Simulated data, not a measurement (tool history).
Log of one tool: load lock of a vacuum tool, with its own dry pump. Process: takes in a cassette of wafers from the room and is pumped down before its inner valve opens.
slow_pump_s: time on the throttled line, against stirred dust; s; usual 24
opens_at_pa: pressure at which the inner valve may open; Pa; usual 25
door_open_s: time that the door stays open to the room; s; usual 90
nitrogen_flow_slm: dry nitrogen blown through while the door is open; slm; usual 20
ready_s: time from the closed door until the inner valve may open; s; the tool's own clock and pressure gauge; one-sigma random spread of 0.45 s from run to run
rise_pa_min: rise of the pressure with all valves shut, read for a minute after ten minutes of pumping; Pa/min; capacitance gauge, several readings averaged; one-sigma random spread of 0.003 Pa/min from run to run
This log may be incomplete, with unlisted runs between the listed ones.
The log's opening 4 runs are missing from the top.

run,hour,slow_pump_s,opens_at_pa,door_open_s,nitrogen_flow_slm,hours that the pump has run since its overhaul,times that the door has closed on its seal,"incoming humidity of the room's air, %",ready_s,rise_pa_min
5,557,28,25,90,16,2755,29301,46.1,59.5,0.149
6,701.3,28,25,90,16,2899,29841,46.9,59.2,0.154
7,945.2,28,25,90,16,3143,30752,43.6,59.1,0.157
8,1168.5,24,25,155,20,3367,31586,43.9,57.4,0.163
9,1417.9,24,25,155,20,3616,32518,45.1,56.9,0.179
10,1631.1,24,25,90,20,3829,33314,45.6,57.7,0.175
11,1810.4,24,35,90,20,4009,33984,45.9,55,0.186
12,2066.8,24,35,90,20,4265,34942,43.3,57.1,0.193
13,2337.9,24,35,90,20,4536,35955,45.7,56.3,0.198
14,2542.3,22,35,90,20,4740,36718,45.7,54.6,0.206
15,2785.4,22,35,90,20,4984,37626,45.3,54.9,0.218
16,2925,22,35,90,20,5123,38148,43.4,54,0.221
# hour 2961.8: door's seal changed, seat wiped
17,3057.8,22,35,90,20,5254,359,43.7,54.5,0.016
18,3266.1,22,35,90,20,5463,1137,43.3,54.4,0.016
19,3501.8,22,35,90,20,5698,2018,41.8,54.9,0.02
20,3695.1,28,25,90,20,5892,2740,48.8,60,0.019
21,3858.1,28,25,90,20,6055,3349,43.9,61.3,0.02
22,4002.4,24,25,42,20,6199,3888,45.4,57.6,0.017
23,4252.5,37,25,155,20,6449,4822,46.3,68.1,0.03
24,4430.3,37,25,26,20,6627,5487,44,68,0.015
25,4608.4,37,32,26,32,6805,6152,46.6,65.9,0.011
26,4747.5,24,25,146,38,6944,6672,45.2,58.5,0.028
27,4944.6,24,25,146,38,7141,7408,45.3,57.6,0.033

The next listed run, before its measurement:
28,5159.4,24,25,178,20,7356,8210,48.4,?,?

{"run 28": {"ready_s": 58.6, "rise_pa_min": 0.038}}
With no hidden state in the tool, this same run would have given ready_s 55.8 s, rise_pa_min 0.021 Pa/min.
